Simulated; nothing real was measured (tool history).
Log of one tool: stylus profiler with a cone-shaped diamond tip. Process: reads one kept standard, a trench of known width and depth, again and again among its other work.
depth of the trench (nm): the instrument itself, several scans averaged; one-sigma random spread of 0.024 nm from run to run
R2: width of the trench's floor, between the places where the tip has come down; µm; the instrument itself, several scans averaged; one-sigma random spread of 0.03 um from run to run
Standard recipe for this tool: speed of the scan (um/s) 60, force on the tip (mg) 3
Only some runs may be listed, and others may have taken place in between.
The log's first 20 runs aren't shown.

run 21 hour=962.1 | speed_of_the_scan_(um/s)=60 force_on_the_tip_(mg)=3.47 | depth_of_the_trench_(nm)=101.31 R2=16.85
run 22 hour=1010.9 | speed_of_the_scan_(um/s)=60 force_on_the_tip_(mg)=3 | depth_of_the_trench_(nm)=101.14 R2=16.8
run 23 hour=1071 | speed_of_the_scan_(um/s)=60 force_on_the_tip_(mg)=3 | depth_of_the_trench_(nm)=101.09 R2=16.79
run 24 hour=1132.6 | speed_of_the_scan_(um/s)=60 force_on_the_tip_(mg)=3 | depth_of_the_trench_(nm)=101.09 R2=16.72
run 25 hour=1182.3 | speed_of_the_scan_(um/s)=60 force_on_the_tip_(mg)=5.83 | depth_of_the_trench_(nm)=101.92 R2=16.81
-- hour=1193.9 height scale calibrated on a step standard, once more
run 26 hour=1237.7 | speed_of_the_scan_(um/s)=37 force_on_the_tip_(mg)=5.85 | depth_of_the_trench_(nm)=102.06 R2=16.85
run 27 hour=1299.6 | speed_of_the_scan_(um/s)=37 force_on_the_tip_(mg)=5.85 | depth_of_the_trench_(nm)=102.05 R2=16.85
run 28 hour=1363.1 | speed_of_the_scan_(um/s)=37 force_on_the_tip_(mg)=5.85 | depth_of_the_trench_(nm)=102.06 R2=16.79
run 29 hour=1409.4 | speed_of_the_scan_(um/s)=39 force_on_the_tip_(mg)=1.09 | depth_of_the_trench_(nm)=100.63 R2=16.65
run 30 hour=1475.4 | speed_of_the_scan_(um/s)=110 force_on_the_tip_(mg)=5.56 | depth_of_the_trench_(nm)=102.02 R2=16.61
run 31 hour=1503.7 | speed_of_the_scan_(um/s)=168 force_on_the_tip_(mg)=3.91 | depth_of_the_trench_(nm)=101.56 R2=16.29
run 32 hour=1564 | speed_of_the_scan_(um/s)=40 force_on_the_tip_(mg)=3.44 | depth_of_the_trench_(nm)=101.41 R2=16.7
run 33 hour=1617 | speed_of_the_scan_(um/s)=40 force_on_the_tip_(mg)=3.44 | depth_of_the_trench_(nm)=101.42 R2=16.74
run 34 hour=1672.4 | speed_of_the_scan_(um/s)=40 force_on_the_tip_(mg)=3.44 | depth_of_the_trench_(nm)=101.39 R2=16.66
run 35 hour=1707.1 | speed_of_the_scan_(um/s)=40 force_on_the_tip_(mg)=3.44 | depth_of_the_trench_(nm)=101.37 R2=16.68
run 36 hour=1761.5 | speed_of_the_scan_(um/s)=40 force_on_the_tip_(mg)=3.44 | depth_of_the_trench_(nm)=101.36 R2=16.62
run 37 hour=1788.9 | speed_of_the_scan_(um/s)=17 force_on_the_tip_(mg)=2.5 | depth_of_the_trench_(nm)=101.12 R2=16.76
run 38 hour=1838 | speed_of_the_scan_(um/s)=138 force_on_the_tip_(mg)=5.31 | depth_of_the_trench_(nm)=101.87 R2=16.34
run 39 hour=1877.8 | speed_of_the_scan_(um/s)=196 force_on_the_tip_(mg)=3.99 | depth_of_the_trench_(nm)=101.54 R2=16.18

Predict the results of run 40:
run 40 hour=1905.1 | speed_of_the_scan_(um/s)=153 force_on_the_tip_(mg)=1.14 | depth_of_the_trench_(nm)=? R2=?

{"run 40": {"depth of the trench (nm)": 100.57, "R2": 15.85}}
With the hidden condition absent and the run-to-run variation left alone, this run would have shown depth of the trench (nm) 100.68, R2 17.07 µm.
